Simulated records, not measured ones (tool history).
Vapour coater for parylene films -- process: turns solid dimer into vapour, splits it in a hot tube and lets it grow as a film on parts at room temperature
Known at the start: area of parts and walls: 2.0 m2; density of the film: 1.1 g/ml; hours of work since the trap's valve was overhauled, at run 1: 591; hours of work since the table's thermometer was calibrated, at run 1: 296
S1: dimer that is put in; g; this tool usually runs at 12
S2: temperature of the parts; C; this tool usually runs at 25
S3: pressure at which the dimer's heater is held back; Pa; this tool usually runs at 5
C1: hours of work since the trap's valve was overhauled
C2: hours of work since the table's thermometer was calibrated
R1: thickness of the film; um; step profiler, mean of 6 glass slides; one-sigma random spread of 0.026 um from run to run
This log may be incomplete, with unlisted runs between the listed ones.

| run | hour | S1 | S2 | S3 | C1 | C2 | R1 |
|---|---|---|---|---|---|---|---|
| 1 | 0 | 12 | 25 | 5 | 591 | 296 | 2.56 |
| 2 | 15.5 | 12 | 25 | 5 | 598 | 303 | 2.51 |
| 3 | 31.8 | 12 | 25 | 5 | 605 | 310 | 2.53 |
| 4 | 47.6 | 12 | 25 | 8.77 | 612 | 317 | 2.31 |
|  | 65.6 | trap's valve overhauled |
| 5 | 69.8 | 12 | 25 | 5 | 2 | 325 | 2.5 |
| 6 | 84.8 | 12 | 25 | 5 | 9 | 332 | 2.5 |
| 7 | 95.6 | 12 | 25 | 5 | 13 | 337 | 2.47 |
| 8 | 112.1 | 12 | 25 | 5 | 21 | 344 | 2.48 |
|  | 126.2 | trap's valve overhauled, once more |
| 9 | 130.4 | 12 | 25 | 6.53 | 2 | 350 | 2.58 |
| 10 | 145 | 12 | 25 | 8.08 | 8 | 357 | 2.48 |
| 11 | 156.5 | 12 | 25 | 8.08 | 14 | 362 | 2.52 |
| 12 | 164.7 | 12 | 25 | 8.08 | 17 | 366 | 2.46 |
| 13 | 176.9 | 12 | 25 | 8.08 | 23 | 371 | 2.45 |
| 14 | 195 | 12 | 25 | 8.08 | 31 | 379 | 2.5 |
| 15 | 209 | 12 | 25 | 8.08 | 37 | 385 | 2.46 |
| 16 | 223 | 12 | 25 | 8.08 | 43 | 392 | 2.48 |
| 17 | 231.9 | 22 | 25 | 5 | 47 | 396 | 4.87 |
| 18 | 239.3 | 12 | 24 | 5 | 50 | 399 | 2.72 |
| 19 | 251.3 | 12 | 24 | 5 | 56 | 404 | 2.76 |
| 20 | 267.3 | 12 | 24 | 5 | 63 | 411 | 2.69 |
| 21 | 285.4 | 12 | 24 | 5 | 71 | 419 | 2.73 |
| 22 | 299.4 | 12 | 24 | 9.5 | 77 | 426 | 2.39 |
| 23 | 317.3 | 12 | 25 | 5 | 85 | 434 | 2.68 |
| 24 | 333 | 12 | 25 | 5 | 92 | 441 | 2.64 |
| 25 | 351.2 | 7 | 23 | 5 | 100 | 449 | 1.6 |
| 26 | 365.2 | 6 | 19 | 7.61 | 106 | 455 | 1.37 |
| 27 | 378.2 | 6 | 19 | 7.61 | 112 | 461 | 1.42 |
| 28 | 389.2 | 12 | 25 | 2.23 | 117 | 466 | 3.06 |
| 29 | 401.6 | 7 | 30 | 3.77 | 123 | 471 | 1.46 |
| 30 | 418.2 | 7 | 30 | 3.77 | 130 | 479 | 1.5 |
| 31 | 425.7 | 7 | 30 | 3.77 | 133 | 482 | 1.44 |
| 32 | 441.5 | 11 | 27 | 3.77 | 140 | 489 | 2.46 |
| 33 | 456.2 | 7 | 27 | 7.25 | 147 | 495 | 1.4 |
| 34 | 471.8 | 16 | 24 | 2.85 | 154 | 502 | 4.04 |
| 35 | 483.7 | 16 | 24 | 2.85 | 159 | 508 | 4.03 |
| 36 | 497.8 | 7 | 23 | 2.81 | 166 | 514 | 1.81 |
| 37 | 514.5 | 7 | 23 | 2.81 | 173 | 521 | 1.77 |

Forecast run 38:
| 38 | 524.8 | 17 | 18 | 5 | 178 | 526 | ? |

R1: 4.39 um
Minus the tool's unlogged condition, the same run would have read R1 4.49 um.
